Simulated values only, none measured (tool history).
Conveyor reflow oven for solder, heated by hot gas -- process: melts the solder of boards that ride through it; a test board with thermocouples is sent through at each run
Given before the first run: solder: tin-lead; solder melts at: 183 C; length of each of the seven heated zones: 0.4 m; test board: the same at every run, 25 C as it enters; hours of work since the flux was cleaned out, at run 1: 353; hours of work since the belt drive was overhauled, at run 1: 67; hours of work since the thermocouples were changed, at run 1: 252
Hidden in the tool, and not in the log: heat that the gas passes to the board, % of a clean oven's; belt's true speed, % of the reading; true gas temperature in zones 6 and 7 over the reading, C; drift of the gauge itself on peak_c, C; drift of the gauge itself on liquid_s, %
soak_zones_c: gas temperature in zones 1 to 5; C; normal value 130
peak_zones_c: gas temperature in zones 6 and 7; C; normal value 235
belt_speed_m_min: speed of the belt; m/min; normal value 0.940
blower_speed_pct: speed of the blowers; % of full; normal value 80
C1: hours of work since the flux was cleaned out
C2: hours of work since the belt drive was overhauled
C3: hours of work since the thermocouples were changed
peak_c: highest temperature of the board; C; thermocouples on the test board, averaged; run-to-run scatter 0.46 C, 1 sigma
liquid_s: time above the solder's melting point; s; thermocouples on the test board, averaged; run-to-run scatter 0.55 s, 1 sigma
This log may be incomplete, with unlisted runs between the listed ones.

Run 1, hour 0.0: usual settings; C1 353; C2 67; C3 252. Result: peak_c 211.4 C, liquid_s 32.0 s.
Run 2, hour 44.2: usual settings; C1 383; C2 97; C3 283. Result: peak_c 211.5 C, liquid_s 32.3 s.
Run 3, hour 88.1: usual settings but soak_zones_c 133 C; C1 413; C2 127; C3 313. Result: peak_c 211.7 C, liquid_s 33.0 s.
At hour 129.9: flux residue cleaned out of gas plates and filters.
Run 4, hour 141.8: usual settings but blower_speed_pct 85 % of full; C1 8; C2 161; C3 346. Result: peak_c 207.9 C, liquid_s 29.0 s.
Run 5, hour 183.6: usual settings but blower_speed_pct 85 % of full; C1 37; C2 189; C3 375. Result: peak_c 207.7 C, liquid_s 30.4 s.
Run 6, hour 237.2: usual settings but soak_zones_c 128 C; C1 73; C2 226; C3 411. Result: peak_c 206.1 C, liquid_s 27.2 s.
Run 7, hour 262.7: usual settings but soak_zones_c 128 C; C1 91; C2 243; C3 429. Result: peak_c 205.7 C, liquid_s 27.3 s.
Run 8, hour 288.7: usual settings but soak_zones_c 128 C; C1 109; C2 261; C3 446. Result: peak_c 205.6 C, liquid_s 27.2 s.
At hour 305.0: flux residue cleaned out of gas plates and filters, once more.
Run 9, hour 347.7: usual settings but peak_zones_c 226 C, belt_speed_m_min 1.017 m/min; C1 29; C2 298; C3 483. Result: peak_c 204.2 C, liquid_s 25.3 s.
Run 10, hour 376.4: usual settings but peak_zones_c 239 C, belt_speed_m_min 1.094 m/min; C1 49; C2 318; C3 503. Result: peak_c 211.8 C, liquid_s 28.2 s.
Run 11, hour 409.1: usual settings but belt_speed_m_min 0.859 m/min; C1 71; C2 340; C3 525. Result: peak_c 216.7 C, liquid_s 39.5 s.
Run 12, hour 434.0: usual settings but belt_speed_m_min 0.859 m/min; C1 88; C2 357; C3 542. Result: peak_c 215.9 C, liquid_s 39.8 s.
Run 13, hour 456.5: usual settings but soak_zones_c 129 C, belt_speed_m_min 0.766 m/min, blower_speed_pct 83 % of full; C1 104; C2 373; C3 558. Result: peak_c 220.3 C, liquid_s 47.1 s.
Run 14, hour 503.8: usual settings but soak_zones_c 119 C; C1 136; C2 405; C3 590. Result: peak_c 211.2 C, liquid_s 29.9 s.
Run 15, hour 539.3: usual settings but soak_zones_c 119 C; C1 160; C2 429; C3 614. Result: peak_c 210.5 C, liquid_s 30.4 s.

Same runs, no hidden state in the tool, same run-to-run variation:
run  peak_c  liquid_s
  1   217.0      35.9
  2   217.5      36.4
  3   218.0      37.3
  4   217.1      35.4
  5   217.4      37.3
  6   216.5      34.8
  7   216.3      35.1
  8   216.5      35.4
  9   206.4      26.9
 10   214.5      29.6
 11   219.6      41.0
 12   219.0      41.5
 13   223.6      48.8
 14   215.3      32.4
 15   214.9      33.2

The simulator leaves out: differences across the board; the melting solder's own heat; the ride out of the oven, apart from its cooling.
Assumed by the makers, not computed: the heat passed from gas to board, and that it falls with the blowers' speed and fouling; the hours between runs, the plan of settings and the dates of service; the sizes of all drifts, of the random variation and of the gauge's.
